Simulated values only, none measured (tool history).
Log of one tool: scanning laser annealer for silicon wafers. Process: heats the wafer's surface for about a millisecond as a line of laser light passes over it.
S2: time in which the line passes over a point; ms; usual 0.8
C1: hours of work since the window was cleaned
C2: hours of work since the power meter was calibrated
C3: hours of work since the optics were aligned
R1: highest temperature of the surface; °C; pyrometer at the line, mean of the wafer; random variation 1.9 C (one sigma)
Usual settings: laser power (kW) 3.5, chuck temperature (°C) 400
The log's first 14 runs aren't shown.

{"run": 15, "hour": 169.1, "laser power (kW)": 3.183, "S2": 0.8, "chuck temperature (°C)": 400, "C1": 312, "C2": 364, "C3": 901, "R1": 1091}
{"run": 16, "hour": 184.1, "laser power (kW)": 3.183, "S2": 0.8, "chuck temperature (°C)": 400, "C1": 320, "C2": 372, "C3": 909, "R1": 1089}
{"run": 17, "hour": 198.7, "laser power (kW)": 3.183, "S2": 0.8, "chuck temperature (°C)": 400, "C1": 328, "C2": 379, "C3": 917, "R1": 1092}
{"run": 18, "hour": 214.1, "laser power (kW)": 3.5, "S2": 0.8, "chuck temperature (°C)": 400, "C1": 336, "C2": 388, "C3": 925, "R1": 1167}
{"run": 19, "hour": 225.3, "laser power (kW)": 3.5, "S2": 0.722, "chuck temperature (°C)": 400, "C1": 342, "C2": 394, "C3": 931, "R1": 1132}
{"run": 20, "hour": 232.8, "laser power (kW)": 3.087, "S2": 0.936, "chuck temperature (°C)": 415, "C1": 346, "C2": 397, "C3": 935, "R1": 1122}
{"run": 21, "hour": 249.9, "laser power (kW)": 3.087, "S2": 0.936, "chuck temperature (°C)": 415, "C1": 355, "C2": 406, "C3": 944, "R1": 1124}
{"run": 22, "hour": 265.2, "laser power (kW)": 3.407, "S2": 0.8, "chuck temperature (°C)": 361, "C1": 363, "C2": 415, "C3": 952, "R1": 1098}
{"run": 23, "hour": 276.4, "laser power (kW)": 3.407, "S2": 0.8, "chuck temperature (°C)": 361, "C1": 369, "C2": 420, "C3": 958, "R1": 1101}
{"run": 24, "hour": 288.2, "laser power (kW)": 3.443, "S2": 0.887, "chuck temperature (°C)": 364, "C1": 375, "C2": 427, "C3": 964, "R1": 1148}
{"run": 25, "hour": 305.1, "laser power (kW)": 3.443, "S2": 0.573, "chuck temperature (°C)": 433, "C1": 384, "C2": 436, "C3": 973, "R1": 1085}
{"run": 26, "hour": 320.9, "laser power (kW)": 3.5, "S2": 0.78, "chuck temperature (°C)": 398, "C1": 392, "C2": 444, "C3": 981, "R1": 1151}
{"run": 27, "hour": 334.8, "laser power (kW)": 3.5, "S2": 0.767, "chuck temperature (°C)": 420, "C1": 399, "C2": 451, "C3": 989, "R1": 1168}
{"run": 28, "hour": 342.4, "laser power (kW)": 3.552, "S2": 0.767, "chuck temperature (°C)": 420, "C1": 403, "C2": 455, "C3": 993, "R1": 1183}
{"run": 29, "hour": 358.9, "laser power (kW)": 3.5, "S2": 0.854, "chuck temperature (°C)": 406, "C1": 412, "C2": 464, "C3": 1002, "R1": 1188}
{"run": 30, "hour": 369.1, "laser power (kW)": 3.765, "S2": 0.742, "chuck temperature (°C)": 406, "C1": 417, "C2": 469, "C3": 1007, "R1": 1205}
{"run": 31, "hour": 380.8, "laser power (kW)": 2.998, "S2": 0.742, "chuck temperature (°C)": 419, "C1": 424, "C2": 476, "C3": 1013, "R1": 1038}
{"run": 32, "hour": 393.8, "laser power (kW)": 3.418, "S2": 0.8, "chuck temperature (°C)": 400, "C1": 430, "C2": 482, "C3": 1020, "R1": 1139}
{"run": 33, "hour": 408.7, "laser power (kW)": 3.418, "S2": 0.8, "chuck temperature (°C)": 400, "C1": 438, "C2": 490, "C3": 1028, "R1": 1141}
{"run": 34, "hour": 418.4, "laser power (kW)": 3.418, "S2": 0.8, "chuck temperature (°C)": 400, "C1": 443, "C2": 495, "C3": 1033, "R1": 1139}
{"run": 35, "hour": 429.5, "laser power (kW)": 3.668, "S2": 0.62, "chuck temperature (°C)": 365, "C1": 449, "C2": 501, "C3": 1039, "R1": 1084}
{"run": 36, "hour": 442.1, "laser power (kW)": 3.668, "S2": 0.62, "chuck temperature (°C)": 365, "C1": 456, "C2": 508, "C3": 1045, "R1": 1081}
{"run": 37, "hour": 455.5, "laser power (kW)": 3.5, "S2": 0.73, "chuck temperature (°C)": 400, "C1": 463, "C2": 515, "C3": 1052, "R1": 1130}
{"hour": 462.5, "done": "window over the wafer cleaned"}
{"run": 38, "hour": 469.6, "laser power (kW)": 3.5, "S2": 0.73, "chuck temperature (°C)": 400, "C1": 4, "C2": 521, "C3": 1059, "R1": 1143}

3 ways to go on from here, each from the tool as it stands after run 38. What would each give?
{"run": "A", "hour": 480.2, "laser power (kW)": 3.382, "S2": 0.8, "chuck temperature (°C)": 404, "C1": 9, "C2": 527, "C3": 1064, "R1": "?"}
{"run": "B", "hour": 480.2, "laser power (kW)": 3.222, "S2": 0.841, "chuck temperature (°C)": 400, "C1": 9, "C2": 527, "C3": 1064, "R1": "?"}
{"run": "C", "hour": 480.2, "laser power (kW)": 3.192, "S2": 0.73, "chuck temperature (°C)": 400, "C1": 9, "C2": 527, "C3": 1064, "R1": "?"}

run=A R1=1149
run=B R1=1121
run=C R1=1070
Without the tool's hidden state the same runs would have given:
run=A R1=1165
run=B R1=1136
run=C R1=1085
